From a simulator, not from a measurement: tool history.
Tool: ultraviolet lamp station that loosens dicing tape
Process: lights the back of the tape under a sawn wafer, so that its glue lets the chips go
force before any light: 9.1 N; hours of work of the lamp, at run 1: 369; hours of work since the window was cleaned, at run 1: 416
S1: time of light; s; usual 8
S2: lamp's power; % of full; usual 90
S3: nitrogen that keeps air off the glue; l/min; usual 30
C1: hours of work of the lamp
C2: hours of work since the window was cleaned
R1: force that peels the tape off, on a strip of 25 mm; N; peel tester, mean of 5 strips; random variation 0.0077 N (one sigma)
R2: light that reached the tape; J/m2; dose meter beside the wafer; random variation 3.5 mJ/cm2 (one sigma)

Run 1, day 0.000: usual settings; C1 369; C2 416. Result: R1 0.294 N, R2 5740 J/m2.
Run 2, day 0.817: usual settings; C1 381; C2 428. Result: R1 0.296 N, R2 5730 J/m2.
Run 3, day 1.150: usual settings; C1 386; C2 433. Result: R1 0.294 N, R2 5680 J/m2.
Run 4, day 1.729: usual settings; C1 394; C2 442. Result: R1 0.294 N, R2 5650 J/m2.
Run 5, day 2.338: usual settings; C1 403; C2 450. Result: R1 0.285 N, R2 5670 J/m2.
Run 6, day 2.862: usual settings; C1 411; C2 458. Result: R1 0.292 N, R2 5730 J/m2.
Run 7, day 3.321: usual settings; C1 418; C2 465. Result: R1 0.297 N, R2 5650 J/m2.
Run 8, day 3.946: usual settings but S2 65 % of full; C1 427; C2 474. Result: R1 0.522 N, R2 4100 J/m2.
Run 9, day 4.546: usual settings but S2 65 % of full; C1 436; C2 483. Result: R1 0.531 N, R2 4150 J/m2.
Run 10, day 5.296: usual settings but S1 5 s, S2 65 % of full; C1 447; C2 494. Result: R1 1.376 N, R2 2580 J/m2.
Run 11, day 5.979: usual settings but S2 85 % of full; C1 457; C2 504. Result: R1 0.328 N, R2 5390 J/m2.
Run 12, day 6.342: usual settings but S2 85 % of full; C1 462; C2 509. Result: R1 0.305 N, R2 5360 J/m2.
Run 13, day 7.125: usual settings but S2 85 % of full; C1 473; C2 521. Result: R1 0.329 N, R2 5380 J/m2.
Run 14, day 7.642: usual settings but S2 85 % of full; C1 481; C2 528. Result: R1 0.314 N, R2 5390 J/m2.
Run 15, day 8.388: usual settings but S2 85 % of full; C1 492; C2 539. Result: R1 0.318 N, R2 5430 J/m2.
Run 16, day 8.908: usual settings but S2 85 % of full; C1 500; C2 547. Result: R1 0.323 N, R2 5400 J/m2.
Run 17, day 9.550: usual settings but S2 85 % of full; C1 509; C2 556. Result: R1 0.313 N, R2 5390 J/m2.
Run 18, day 9.908: usual settings but S2 85 % of full; C1 514; C2 562. Result: R1 0.315 N, R2 5320 J/m2.
At day 10.212: window cleaned of glue's vapour.
Run 19, day 10.725: usual settings but S2 85 % of full; C1 526; C2 8. Result: R1 0.317 N, R2 5350 J/m2.
Run 20, day 11.154: usual settings but S3 12 l/min; C1 532; C2 14. Result: R1 0.615 N, R2 5700 J/m2.
Run 21, day 11.804: usual settings but S3 12 l/min; C1 542; C2 23. Result: R1 0.615 N, R2 5720 J/m2.
Run 22, day 12.346: usual settings but S3 12 l/min; C1 550; C2 31. Result: R1 0.612 N, R2 5660 J/m2.
Run 23, day 13.012: usual settings but S2 76 % of full; C1 560; C2 41. Result: R1 0.398 N, R2 4730 J/m2.
Run 24, day 13.712: usual settings but S1 11 s, S2 80 % of full, S3 17 l/min; C1 570; C2 51. Result: R1 0.306 N, R2 7000 J/m2.
Run 25, day 14.396: usual settings but S1 11 s, S2 80 % of full, S3 57 l/min; C1 580; C2 62. Result: R1 0.199 N, R2 7040 J/m2.
Run 26, day 15.054: usual settings but S1 11 s, S2 68 % of full; C1 590; C2 71. Result: R1 0.289 N, R2 5920 J/m2.
Run 27, day 15.762: usual settings but S2 76 % of full; C1 600; C2 82. Result: R1 0.408 N, R2 4820 J/m2.
Run 28, day 16.296: usual settings but S2 63 % of full, S3 10 l/min; C1 608; C2 89. Result: R1 1.424 N, R2 3980 J/m2.
Run 29, day 16.708: usual settings but S1 4 s, S2 67 % of full; C1 614; C2 95. Result: R1 1.870 N, R2 2140 J/m2.
Run 30, day 17.392: usual settings but S1 7 s, S3 18 l/min; C1 624; C2 106. Result: R1 0.548 N, R2 5010 J/m2.
Run 31, day 18.017: usual settings but S1 7 s, S3 15 l/min; C1 633; C2 115. Result: R1 0.661 N, R2 5010 J/m2.
Run 32, day 18.758: usual settings but S1 5 s, S2 94 % of full, S3 19 l/min; C1 644; C2 126. Result: R1 0.957 N, R2 3680 J/m2.

Run 33 comes next. What will it give?
Run 33, day 19.542: usual settings but S1 5 s, S2 94 % of full, S3 19 l/min; C1 656; C2 137. Result: R1 ?, R2 ?.

{"run 33": {"R1": 0.982, "R2": 3710}}
Without the tool's hidden state the same run would have given R1 0.977 N, R2 3720 J/m2.
